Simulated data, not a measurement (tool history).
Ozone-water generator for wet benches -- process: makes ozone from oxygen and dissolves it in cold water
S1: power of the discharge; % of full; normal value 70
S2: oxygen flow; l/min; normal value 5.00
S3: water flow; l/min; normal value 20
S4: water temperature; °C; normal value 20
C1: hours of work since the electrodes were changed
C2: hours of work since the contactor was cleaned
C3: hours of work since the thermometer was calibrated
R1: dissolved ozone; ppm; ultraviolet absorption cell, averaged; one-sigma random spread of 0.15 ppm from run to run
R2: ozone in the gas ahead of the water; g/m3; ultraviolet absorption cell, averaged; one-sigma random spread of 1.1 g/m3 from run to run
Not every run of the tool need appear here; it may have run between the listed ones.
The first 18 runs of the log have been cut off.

{"run": 19, "day": 23.829, "S1": 63, "S2": 2.67, "S3": 30, "S4": 14, "C1": 355, "C2": 42, "C3": 4896, "R1": 10.1, "R2": 260.4}
{"day": 24.796, "done": "water thermometer calibrated"}
{"run": 20, "day": 25.338, "S1": 63, "S2": 2.67, "S3": 30, "S4": 14, "C1": 376, "C2": 63, "C3": 8, "R1": 10.1, "R2": 263.4}
{"run": 21, "day": 26.088, "S1": 63, "S2": 2.67, "S3": 30, "S4": 14, "C1": 387, "C2": 74, "C3": 19, "R1": 10.0, "R2": 265.3}
{"run": 22, "day": 27.571, "S1": 46, "S2": 5.0, "S3": 20, "S4": 20, "C1": 409, "C2": 96, "C3": 40, "R1": 11.9, "R2": 134.0}
{"run": 23, "day": 28.329, "S1": 70, "S2": 5.0, "S3": 26, "S4": 20, "C1": 420, "C2": 107, "C3": 51, "R1": 12.9, "R2": 190.4}
{"day": 29.296, "done": "contactor cleaned, once more"}
{"run": 24, "day": 29.508, "S1": 70, "S2": 5.0, "S3": 16, "S4": 20, "C1": 435, "C2": 3, "C3": 66, "R1": 21.8, "R2": 191.4}
{"run": 25, "day": 30.9, "S1": 70, "S2": 5.0, "S3": 26, "S4": 18, "C1": 455, "C2": 23, "C3": 86, "R1": 14.1, "R2": 190.7}
{"run": 26, "day": 32.304, "S1": 63, "S2": 5.0, "S3": 13, "S4": 18, "C1": 475, "C2": 44, "C3": 107, "R1": 24.6, "R2": 176.2}
{"run": 27, "day": 33.825, "S1": 63, "S2": 5.0, "S3": 13, "S4": 18, "C1": 497, "C2": 66, "C3": 129, "R1": 24.3, "R2": 176.0}
{"run": 28, "day": 35.404, "S1": 70, "S2": 6.24, "S3": 27, "S4": 22, "C1": 520, "C2": 89, "C3": 152, "R1": 12.5, "R2": 164.1}
{"run": 29, "day": 36.567, "S1": 77, "S2": 5.0, "S3": 20, "S4": 20, "C1": 537, "C2": 106, "C3": 169, "R1": 19.3, "R2": 206.6}
{"run": 30, "day": 37.542, "S1": 40, "S2": 2.98, "S3": 20, "S4": 14, "C1": 551, "C2": 120, "C3": 183, "R1": 11.9, "R2": 165.4}
{"run": 31, "day": 39.0, "S1": 91, "S2": 4.74, "S3": 20, "S4": 19, "C1": 573, "C2": 141, "C3": 204, "R1": 22.2, "R2": 246.5}
{"run": 32, "day": 40.525, "S1": 91, "S2": 4.74, "S3": 20, "S4": 19, "C1": 595, "C2": 163, "C3": 226, "R1": 23.0, "R2": 246.3}

What if the next run were any one of these 3? Each begins from the tool's condition after run 32:
{"run": "A", "day": 41.821, "S1": 91, "S2": 4.74, "S3": 15, "S4": 19, "C1": 614, "C2": 182, "C3": 245, "R1": "?", "R2": "?"}
{"run": "B", "day": 41.821, "S1": 66, "S2": 5.0, "S3": 20, "S4": 20, "C1": 614, "C2": 182, "C3": 245, "R1": "?", "R2": "?"}
{"run": "C", "day": 41.821, "S1": 83, "S2": 5.0, "S3": 22, "S4": 15, "C1": 614, "C2": 182, "C3": 245, "R1": "?", "R2": "?"}

run=A R1=29.9 R2=246.4
run=B R1=16.8 R2=180.6
run=C R1=19.8 R2=220.8
With no hidden state in the tool, these same runs would have given:
run=A R1=31.2 R2=254.6
run=B R1=17.4 R2=185.2
run=C R1=20.7 R2=227.7

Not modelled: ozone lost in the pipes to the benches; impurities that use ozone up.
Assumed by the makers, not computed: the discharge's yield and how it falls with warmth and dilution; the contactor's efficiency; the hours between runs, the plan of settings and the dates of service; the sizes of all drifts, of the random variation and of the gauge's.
